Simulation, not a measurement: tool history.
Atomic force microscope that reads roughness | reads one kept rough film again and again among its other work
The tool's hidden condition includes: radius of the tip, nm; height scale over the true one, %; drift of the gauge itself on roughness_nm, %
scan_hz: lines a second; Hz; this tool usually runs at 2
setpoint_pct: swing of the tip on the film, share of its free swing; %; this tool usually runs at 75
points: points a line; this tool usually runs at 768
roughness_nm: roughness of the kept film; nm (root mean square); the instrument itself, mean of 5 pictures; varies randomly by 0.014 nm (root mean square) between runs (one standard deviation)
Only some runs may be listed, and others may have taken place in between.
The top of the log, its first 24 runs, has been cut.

run,day,scan_hz,setpoint_pct,points,pictures with this tip,hours of work since the height scale was calibrated,roughness_nm
# day 51.738: new tip fitted
25,52.179,0.96,55,768,22,1411,3.459
26,53.829,2,72,297,105,1437,2.498
# day 54.658: new tip fitted
27,55.979,0.69,58,297,66,1471,2.99
# day 57.725: new tip fitted
28,58.708,0.69,55,300,49,1514,3.194
29,60.254,2,87,510,127,1538,2.247
# day 60.667: new tip fitted
30,61.888,2.88,87,510,61,1564,2.414
# day 63.704: new tip fitted
31,64.35,2.88,69,904,32,1603,3.055
32,65.962,2.88,69,904,113,1628,2.475
# day 66.804: new tip fitted
33,68.783,2.05,72,768,99,1673,2.531
# day 69.75: new tip fitted
34,70.638,2.05,72,768,45,1702,2.997
# day 72.7: new tip fitted
35,73.6,2,67,449,45,1748,3.051
# day 75.638: new tip fitted
36,75.788,0.82,83,399,8,1783,3.397
37,78.412,0.82,83,399,140,1825,2.402
# day 78.646: new tip fitted
38,79.762,0.82,83,399,56,1846,3.017
# day 81.625: new tip fitted
39,82.467,0.62,87,287,43,1888,3.097
# day 84.575: new tip fitted
40,84.575,0.62,87,287,0,1921,3.493
41,86.25,0.62,87,287,84,1948,2.77

Forecast each of these 4 alternatives for the next run:
# day 87.546: new tip fitted
A,88.925,0.62,69,297,69,1990,?
# day 87.546: new tip fitted
B,88.925,2,56,768,69,1990,?
# day 87.546: new tip fitted
C,88.925,3.24,87,507,69,1990,?
# day 87.546: new tip fitted
D,88.925,0.81,75,768,69,1990,?

run,roughness_nm
A,3.013
B,2.994
C,2.345
D,2.991
Stripped of hidden state, with their random variation kept, the same runs would have yielded:
run,roughness_nm
A,3.695
B,3.669
C,2.873
D,3.665
